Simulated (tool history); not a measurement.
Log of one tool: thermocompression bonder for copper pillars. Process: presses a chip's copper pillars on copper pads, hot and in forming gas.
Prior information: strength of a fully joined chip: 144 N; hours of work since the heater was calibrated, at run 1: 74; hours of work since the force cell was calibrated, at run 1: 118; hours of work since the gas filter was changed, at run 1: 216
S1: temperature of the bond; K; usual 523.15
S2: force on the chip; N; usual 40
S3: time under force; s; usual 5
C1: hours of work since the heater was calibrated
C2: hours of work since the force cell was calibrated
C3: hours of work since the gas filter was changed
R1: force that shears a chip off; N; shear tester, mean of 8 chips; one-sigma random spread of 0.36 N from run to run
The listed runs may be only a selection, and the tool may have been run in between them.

run,day,S1,S2,S3,C1,C2,C3,R1
1,0.000,523.15,40,5,74,118,216,57.2
2,1.000,520.15,40,5,91,136,233,54.9
3,2.854,520.15,40,5,124,168,266,53.8
4,3.854,523.15,40,3,141,186,283,46.9
5,5.054,523.15,40,11,162,207,304,75.0
6,6.208,523.15,40,11,183,227,324,74.0
7,7.712,523.15,40,11,209,253,351,74.8
8,8.642,523.15,45,5,225,269,367,60.2
# day 9.808: forming gas filter changed
9,10.062,523.15,45,5,250,294,4,65.3
10,10.842,523.15,45,5,263,308,18,64.0
11,12.008,523.15,45,5,284,328,38,64.9
12,13.300,523.15,45,5,306,351,61,63.8
13,14.629,523.15,45,5,330,374,84,64.0
14,16.283,523.15,45,5,358,403,113,64.2
15,17.396,523.15,40,5,378,422,133,60.6
16,18.888,523.15,40,5,404,448,159,59.7
17,20.204,523.15,40,5,427,471,182,59.4
18,21.683,531.15,40,5,453,497,208,67.3
19,22.938,531.15,40,6,475,519,230,71.8
20,24.162,505.15,40,5,496,541,251,42.8
21,25.779,523.15,35,4,525,569,279,51.0
22,26.954,551.15,49,6,545,589,300,97.7
23,28.521,541.15,49,8,573,617,327,94.9
24,29.954,543.15,26,12,598,642,352,84.8
25,31.296,531.15,29,3,621,665,376,46.8
# day 32.025: forming gas filter changed
26,32.771,523.15,38,3,647,691,13,51.0
27,34.162,501.15,43,4,671,715,37,40.7
28,35.458,501.15,43,4,694,738,60,40.1
29,36.408,514.15,42,5,710,755,77,55.2
30,38.204,523.15,40,14,742,786,108,88.4
31,39.021,523.15,40,14,756,800,122,87.7
32,40.679,523.15,40,14,785,829,151,87.5
33,42.088,517.15,32,5,810,854,176,49.9
34,43.925,523.15,39,4,842,886,208,56.6
35,44.921,523.15,40,4,859,903,226,56.5
36,46.500,499.15,40,6,887,931,253,43.3
37,47.438,551.15,52,3,903,948,270,85.4
38,49.112,539.15,40,8,933,977,299,88.5
39,50.046,539.15,32,4,949,993,315,64.1

Hidden condition of the tool, last listed run before each entry between runs versus first listed run after:
Between runs 8 and 9: forming gas filter changed (day 9.808)
  true temperature of the bond over the reading, C: 0.2 -> 0.3; force that reaches the chip, % of what is set: 101.3 -> 101.4; oxide that the forming gas leaves, % of the face: 7.63 -> 0.71
  measured value less the no-hidden-state value, R1: -4.1 -> +0.6 N
Between runs 25 and 26: forming gas filter changed (day 32.025)
  true temperature of the bond over the reading, C: 2 -> 2.2; force that reaches the chip, % of what is set: 102.6 -> 102.7; oxide that the forming gas leaves, % of the face: 7.57 -> 0.78
  measured value less the no-hidden-state value, R1: -1.1 -> +2.5 N
